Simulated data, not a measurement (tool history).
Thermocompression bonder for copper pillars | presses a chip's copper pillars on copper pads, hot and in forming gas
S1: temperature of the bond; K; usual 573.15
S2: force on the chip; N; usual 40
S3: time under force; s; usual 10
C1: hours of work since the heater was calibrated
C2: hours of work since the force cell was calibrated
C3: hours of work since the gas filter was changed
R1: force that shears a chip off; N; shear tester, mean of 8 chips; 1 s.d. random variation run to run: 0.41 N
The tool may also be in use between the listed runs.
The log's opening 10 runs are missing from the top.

run 11 day=6.246 | S1=573.15 S2=37 S3=10 | C1=382 C2=37 C3=28 | R1=56.6
-- day=6.383 heater calibrated with a thermocouple chip
run 12 day=6.779 | S1=573.15 S2=37 S3=10 | C1=7 C2=45 C3=35 | R1=55.6
run 13 day=7.312 | S1=573.15 S2=37 S3=10 | C1=16 C2=54 C3=44 | R1=55.4
run 14 day=7.767 | S1=573.15 S2=40 S3=10 | C1=23 C2=61 C3=52 | R1=58.3
run 15 day=8.45 | S1=575.15 S2=40 S3=10 | C1=35 C2=73 C3=64 | R1=60
run 16 day=9.167 | S1=575.15 S2=40 S3=10 | C1=47 C2=85 C3=76 | R1=58.9
-- day=9.583 heater calibrated with a thermocouple chip, once more
run 17 day=9.929 | S1=561.15 S2=40 S3=7 | C1=6 C2=97 C3=87 | R1=43
run 18 day=10.358 | S1=561.15 S2=40 S3=7 | C1=13 C2=104 C3=95 | R1=43.4
run 19 day=10.929 | S1=573.15 S2=49 S3=16 | C1=23 C2=114 C3=104 | R1=79.6
run 20 day=11.292 | S1=573.15 S2=32 S3=23 | C1=29 C2=120 C3=110 | R1=68.7
run 21 day=11.929 | S1=573.15 S2=32 S3=23 | C1=40 C2=130 C3=121 | R1=67.6
run 22 day=12.596 | S1=547.15 S2=32 S3=14 | C1=51 C2=142 C3=132 | R1=38.1
-- day=12.912 forming gas filter changed
run 23 day=13.112 | S1=578.15 S2=25 S3=12 | C1=59 C2=150 C3=3 | R1=52.1
run 24 day=13.846 | S1=578.15 S2=25 S3=12 | C1=72 C2=163 C3=16 | R1=50.8
run 25 day=14.275 | S1=578.15 S2=46 S3=12 | C1=79 C2=170 C3=23 | R1=78.1
run 26 day=14.696 | S1=557.15 S2=33 S3=6 | C1=86 C2=177 C3=30 | R1=33.8
run 27 day=15.079 | S1=550.15 S2=31 S3=8 | C1=93 C2=184 C3=37 | R1=31.4
run 28 day=15.504 | S1=550.15 S2=31 S3=8 | C1=100 C2=191 C3=44 | R1=31.4
run 29 day=16.104 | S1=550.15 S2=31 S3=18 | C1=110 C2=201 C3=54 | R1=45

What will run 30 give?
run 30 day=16.45 | S1=550.15 S2=31 S3=18 | C1=116 C2=207 C3=60 | R1=?

{"run 30": {"R1": 44.9}}
Were there no unlogged condition in the tool, this run, its random variation unchanged, would have produced R1 45.9 N.
